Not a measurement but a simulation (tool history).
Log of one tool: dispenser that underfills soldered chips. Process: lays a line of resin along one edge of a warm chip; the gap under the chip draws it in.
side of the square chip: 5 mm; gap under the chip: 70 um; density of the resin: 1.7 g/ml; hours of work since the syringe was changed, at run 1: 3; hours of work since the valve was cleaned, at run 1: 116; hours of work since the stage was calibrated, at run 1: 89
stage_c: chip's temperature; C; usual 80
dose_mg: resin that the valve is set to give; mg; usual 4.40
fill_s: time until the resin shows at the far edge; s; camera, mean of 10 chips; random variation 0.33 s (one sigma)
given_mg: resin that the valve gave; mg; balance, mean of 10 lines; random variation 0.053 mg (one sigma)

run	day	stage_c	dose_mg	hours of work since the syringe was changed	hours of work since the valve was cleaned	hours of work since the stage was calibrated	fill_s	given_mg
1	0.000	80	4.40	3	116	89	16.3	3.87
# day 0.271: new syringe of resin
2	0.338	84	4.40	1	120	94	12.3	3.96
3	0.683	94	4.40	6	125	99	10.0	3.80
# day 0.746: dispensing valve cleaned and set on the balance
# day 0.779: new syringe of resin
4	1.108	94	4.40	5	5	105	8.8	4.40
# day 1.271: new syringe of resin
5	1.450	94	4.40	3	10	109	8.0	4.37
# day 1.746: new syringe of resin
6	1.800	94	4.40	1	15	114	7.1	4.31
7	2.196	94	4.40	7	21	120	9.9	4.34
# day 2.229: new syringe of resin
8	2.454	94	4.40	3	24	124	8.4	4.29
# day 2.708: new syringe of resin
9	2.708	80	5.28	0	28	127	13.1	5.05
10	2.908	80	5.28	3	31	130	15.5	5.16
# day 3.208: new syringe of resin
11	3.217	80	5.28	0	35	134	13.7	5.15
12	3.462	80	5.28	4	39	138	16.2	5.03
# day 3.700: new syringe of resin
13	3.883	80	5.28	3	45	144	15.6	4.97
# day 4.188: new syringe of resin
14	4.221	86	5.45	0	49	149	10.2	5.23
15	4.562	91	3.77	5	54	154	11.1	3.63
# day 4.667: new syringe of resin
16	5.012	83	4.25	5	61	160	16.0	4.07
# day 5.154: new syringe of resin
17	5.375	71	4.40	3	66	165	25.4	4.16
# day 5.621: new syringe of resin
18	5.683	81	4.65	1	70	169	13.6	4.32
19	6.046	74	5.51	6	75	175	24.7	5.15
# day 6.112: new syringe of resin
20	6.338	67	5.12	3	79	179	31.1	4.76
# day 6.600: new syringe of resin
21	6.729	67	5.12	2	85	184	28.6	4.76
# day 7.083: new syringe of resin
22	7.171	78	4.91	1	91	191	15.7	4.49

Measured less the same run without the tool's hidden state. The same run-to-run variation is in both; the gauge's scatter may not be:
The hidden state here: resin's viscosity, % of fresh resin's; dose that the valve gives, % of what is set; true chip temperature over the reading, C; drift of the gauge itself on fill_s, %; drift of the gauge itself on given_mg, %.
run	fill_s	given_mg
1	+2.6	-0.48
2	+0.6	-0.50
3	+2.7	-0.52
4	+1.9	-0.01
5	+0.7	-0.03
6	+0.2	-0.05
7	+2.7	-0.07
8	+1.2	-0.09
9	-0.3	-0.13
10	+1.9	-0.14
11	-0.3	-0.16
12	+2.4	-0.18
13	+1.6	-0.20
14	-0.1	-0.24
15	+2.6	-0.18
16	+3.4	-0.23
17	+3.1	-0.26
18	+0.1	-0.30
19	+6.0	-0.37
20	+3.9	-0.37
21	+1.8	-0.39
22	+0.7	-0.40

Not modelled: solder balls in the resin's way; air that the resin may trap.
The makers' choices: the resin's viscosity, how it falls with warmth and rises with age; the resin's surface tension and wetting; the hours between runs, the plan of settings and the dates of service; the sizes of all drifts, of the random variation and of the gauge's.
